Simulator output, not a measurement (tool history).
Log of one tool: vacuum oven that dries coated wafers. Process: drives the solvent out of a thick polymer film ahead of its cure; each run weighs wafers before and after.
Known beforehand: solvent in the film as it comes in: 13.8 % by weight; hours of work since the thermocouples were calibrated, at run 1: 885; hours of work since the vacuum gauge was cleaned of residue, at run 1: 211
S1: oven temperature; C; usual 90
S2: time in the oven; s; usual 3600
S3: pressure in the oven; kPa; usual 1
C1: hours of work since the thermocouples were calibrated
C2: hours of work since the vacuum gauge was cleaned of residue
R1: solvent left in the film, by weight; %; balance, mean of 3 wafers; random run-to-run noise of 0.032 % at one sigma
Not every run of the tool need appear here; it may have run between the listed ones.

{"run": 1, "hour": 0.0, "S1": 90, "S2": 3600, "S3": 1, "C1": 885, "C2": 211, "R1": 0.93}
{"run": 2, "hour": 9.9, "S1": 99, "S2": 3600, "S3": 1, "C1": 890, "C2": 216, "R1": 0.36}
{"run": 3, "hour": 22.6, "S1": 99, "S2": 3600, "S3": 1, "C1": 896, "C2": 222, "R1": 0.36}
{"run": 4, "hour": 31.0, "S1": 90, "S2": 3600, "S3": 1, "C1": 900, "C2": 226, "R1": 0.99}
{"run": 5, "hour": 47.1, "S1": 90, "S2": 3600, "S3": 1, "C1": 907, "C2": 233, "R1": 0.92}
{"run": 6, "hour": 64.1, "S1": 90, "S2": 3600, "S3": 1, "C1": 916, "C2": 242, "R1": 0.94}
{"run": 7, "hour": 79.2, "S1": 90, "S2": 3600, "S3": 1, "C1": 923, "C2": 249, "R1": 0.94}
{"run": 8, "hour": 92.4, "S1": 90, "S2": 3600, "S3": 3.52, "C1": 929, "C2": 255, "R1": 1.81}
{"run": 9, "hour": 107.8, "S1": 90, "S2": 3600, "S3": 1.65, "C1": 936, "C2": 262, "R1": 1.2}
{"hour": 111.4, "done": "oven's thermocouples calibrated"}
{"run": 10, "hour": 118.6, "S1": 87, "S2": 3600, "S3": 1, "C1": 3, "C2": 267, "R1": 1.26}
{"run": 11, "hour": 129.6, "S1": 90, "S2": 3600, "S3": 1, "C1": 9, "C2": 272, "R1": 0.93}
{"run": 12, "hour": 149.7, "S1": 90, "S2": 3600, "S3": 1, "C1": 18, "C2": 282, "R1": 0.96}
{"run": 13, "hour": 168.4, "S1": 90, "S2": 3600, "S3": 1, "C1": 27, "C2": 291, "R1": 0.88}
{"run": 14, "hour": 185.5, "S1": 83, "S2": 5580, "S3": 3.37, "C1": 35, "C2": 299, "R1": 2.06}
{"run": 15, "hour": 195.8, "S1": 88, "S2": 2940, "S3": 0.57, "C1": 40, "C2": 304, "R1": 1.42}
{"run": 16, "hour": 210.5, "S1": 102, "S2": 3600, "S3": 2.13, "C1": 47, "C2": 311, "R1": 0.61}
{"run": 17, "hour": 226.9, "S1": 104, "S2": 4200, "S3": 0.73, "C1": 55, "C2": 319, "R1": 0.2}
{"run": 18, "hour": 241.0, "S1": 93, "S2": 1980, "S3": 1, "C1": 62, "C2": 325, "R1": 1.96}
{"run": 19, "hour": 259.9, "S1": 93, "S2": 1980, "S3": 1, "C1": 71, "C2": 334, "R1": 1.91}
{"run": 20, "hour": 271.2, "S1": 95, "S2": 3420, "S3": 0.69, "C1": 77, "C2": 340, "R1": 0.51}
{"run": 21, "hour": 279.6, "S1": 76, "S2": 4740, "S3": 0.69, "C1": 81, "C2": 344, "R1": 1.99}
{"run": 22, "hour": 293.3, "S1": 76, "S2": 4740, "S3": 0.69, "C1": 87, "C2": 350, "R1": 2.01}
{"run": 23, "hour": 313.9, "S1": 88, "S2": 3600, "S3": 2.64, "C1": 97, "C2": 360, "R1": 1.76}
{"run": 24, "hour": 322.4, "S1": 90, "S2": 3600, "S3": 0.78, "C1": 101, "C2": 364, "R1": 0.84}

Forecast each of these 4 alternatives for the next run:
{"run": "A", "hour": 331.6, "S1": 90, "S2": 1800, "S3": 0.78, "C1": 105, "C2": 369, "R1": "?"}
{"run": "B", "hour": 331.6, "S1": 86, "S2": 3600, "S3": 1, "C1": 105, "C2": 369, "R1": "?"}
{"run": "C", "hour": 331.6, "S1": 90, "S2": 3000, "S3": 1, "C1": 105, "C2": 369, "R1": "?"}
{"run": "D", "hour": 331.6, "S1": 88, "S2": 5760, "S3": 0.78, "C1": 105, "C2": 369, "R1": "?"}

run=A R1=2.72
run=B R1=1.43
run=C R1=1.33
run=D R1=0.48
With no hidden state in the tool, these same runs would have given:
run=A R1=2.53
run=B R1=1.29
run=C R1=1.2
run=D R1=0.42
